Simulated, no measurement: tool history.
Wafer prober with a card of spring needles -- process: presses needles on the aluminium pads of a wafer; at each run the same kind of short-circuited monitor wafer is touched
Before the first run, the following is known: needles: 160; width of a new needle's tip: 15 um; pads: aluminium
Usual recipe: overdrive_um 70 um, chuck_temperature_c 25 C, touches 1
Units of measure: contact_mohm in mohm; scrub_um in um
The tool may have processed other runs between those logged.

run	hour	overdrive_um	chuck_temperature_c	touches	contact_mohm	scrub_um
1	0.0	70	25	1	206	16.39
# hour 4.2: tips cleaned on abrasive film
2	11.6	70	25	1	203	16.38
# hour 16.5: tips cleaned on abrasive film
3	26.6	70	25	1	204	16.43
# hour 28.6: tips cleaned on abrasive film
# hour 40.5: tips cleaned on abrasive film
4	48.9	70	25	1	205	16.33
# hour 53.6: tips cleaned on abrasive film
# hour 65.7: tips cleaned on abrasive film
5	70.8	70	25	1	201	16.41
# hour 78.8: tips cleaned on abrasive film
6	82.1	70	25	2	202	16.46
# hour 90.6: tips cleaned on abrasive film
# hour 102.4: tips cleaned on abrasive film
7	102.4	70	25	2	203	16.55
# hour 103.9: height of the first contact set anew
# hour 116.2: tips cleaned on abrasive film
8	116.3	70	25	2	204	16.53
# hour 128.3: tips cleaned on abrasive film
9	135.3	70	25	1	207	16.43
# hour 141.7: tips cleaned on abrasive film
10	151.8	70	25	1	207	16.39
# hour 154.1: tips cleaned on abrasive film
# hour 166.6: tips cleaned on abrasive film
11	170.0	70	25	1	203	16.52
# hour 179.3: tips cleaned on abrasive film
12	185.2	70	25	1	205	16.51
# hour 192.8: tips cleaned on abrasive film
# hour 205.3: tips cleaned on abrasive film
13	207.4	70	25	1	204	16.52
# hour 217.4: tips cleaned on abrasive film
14	227.1	70	25	1	203	16.58
# hour 230.3: tips cleaned on abrasive film
# hour 242.8: tips cleaned on abrasive film
15	243.4	70	25	1	203	16.58
# hour 255.6: tips cleaned on abrasive film
16	257.3	70	25	1	206	16.52
# hour 268.6: tips cleaned on abrasive film
17	268.9	70	25	1	206	16.59
# hour 281.1: tips cleaned on abrasive film
18	289.6	51	114	1	232	12.09
# hour 293.0: tips cleaned on abrasive film
# hour 304.8: tips cleaned on abrasive film
19	309.9	51	114	1	233	12.19
# hour 317.2: tips cleaned on abrasive film
20	325.5	68	91	2	218	16.06
# hour 329.0: tips cleaned on abrasive film
21	339.3	68	91	2	221	16.13
# hour 341.6: tips cleaned on abrasive film
# hour 353.9: tips cleaned on abrasive film
22	356.9	86	70	2	212	20.41
# hour 366.6: tips cleaned on abrasive film
# hour 377.4: height of the first contact set anew
# hour 378.8: tips cleaned on abrasive film
23	378.8	86	70	2	213	20.41
# hour 391.4: tips cleaned on abrasive film
24	391.4	86	70	2	212	20.49
25	402.7	76	25	1	206	18.07
# hour 404.5: tips cleaned on abrasive film
26	415.7	82	25	1	203	19.55
# hour 417.0: tips cleaned on abrasive film
# hour 429.0: tips cleaned on abrasive film
27	437.4	83	25	1	200	19.85
# hour 440.9: tips cleaned on abrasive film
28	447.9	64	25	2	203	15.41
# hour 452.8: tips cleaned on abrasive film
# hour 464.8: tips cleaned on abrasive film
29	464.8	61	45	1	208	14.61
# hour 476.9: tips cleaned on abrasive film
30	486.8	61	45	1	214	14.63
# hour 488.7: tips cleaned on abrasive film
# hour 500.6: tips cleaned on abrasive film
31	500.6	61	45	1	212	14.64

Each row is a separate what-if for the run after 31, all from the same tool condition, not one after another. Results?
# hour 512.3: tips cleaned on abrasive film
A	520.1	53	67	1	?	?
# hour 512.3: tips cleaned on abrasive film
B	520.1	70	26	1	?	?
# hour 512.3: tips cleaned on abrasive film
C	520.1	70	25	1	?	?
# hour 512.3: tips cleaned on abrasive film
D	520.1	70	81	1	?	?

run	contact_mohm	scrub_um
A	218	12.85
B	206	16.72
C	204	16.77
D	216	16.75
With no hidden state in the tool, these same runs would have given:
run	contact_mohm	scrub_um
A	217	12.55
B	206	16.33
C	203	16.38
D	215	16.36
